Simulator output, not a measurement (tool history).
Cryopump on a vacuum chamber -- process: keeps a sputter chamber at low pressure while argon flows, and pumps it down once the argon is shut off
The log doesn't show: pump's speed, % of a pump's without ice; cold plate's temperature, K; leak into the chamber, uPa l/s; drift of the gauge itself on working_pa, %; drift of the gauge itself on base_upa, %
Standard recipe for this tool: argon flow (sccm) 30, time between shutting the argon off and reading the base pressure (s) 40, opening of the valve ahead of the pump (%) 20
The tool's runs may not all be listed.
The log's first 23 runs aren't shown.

run	hour	argon flow (sccm)	time between shutting the argon off and reading the base pressure (s)	opening of the valve ahead of the pump (%)	hours of work since the pump was warmed up and emptied	hours of work since the cold head was overhauled	hours of work since the chamber's fittings were tightened	pressure while argon flows (Pa)	pressure after the wait (uPa)
24	278.9	33	21	39	261	261	840	0.0955	5.21
25	289.8	14	102	23	268	268	847	0.0692	1.64
26	297	14	102	23	272	272	851	0.0694	1.62
27	308.5	14	40	18	279	279	858	0.0885	3.18
28	324.3	24	40	27	289	289	868	0.1002	3.1
29	341	24	40	27	299	299	879	0.1004	3.12
30	357.9	24	40	27	310	310	889	0.1024	3.18
31	370.7	24	40	27	318	318	897	0.1015	3.13
32	378.1	41	40	59	322	322	902	0.0825	3.19
33	392	16	30	20	331	331	910	0.0919	3.88
34	405.8	16	32	33	339	339	919	0.0552	3.71
35	412.7	27	22	15	344	344	923	0.2037	4.96

Consider 4 possible next runs. They are alternatives, not a sequence: every one starts from the tool as it was left by run 35. What does each give?
A	419.7	17	40	35	348	348	927	?	?
B	419.7	27	22	59	348	348	927	?	?
C	419.7	27	101	15	348	348	927	?	?
D	419.7	49	22	15	348	348	927	?	?

run	pressure while argon flows (Pa)	pressure after the wait (uPa)
A	0.0559	3.1
B	0.0541	5.11
C	0.2046	1.68
D	0.37	5.13
The same runs, with their run-to-run variation unchanged, on a tool lacking any hidden condition would have given:
run	pressure while argon flows (Pa)	pressure after the wait (uPa)
A	0.054	2.56
B	0.0511	4.56
C	0.2015	1.14
D	0.3644	4.59
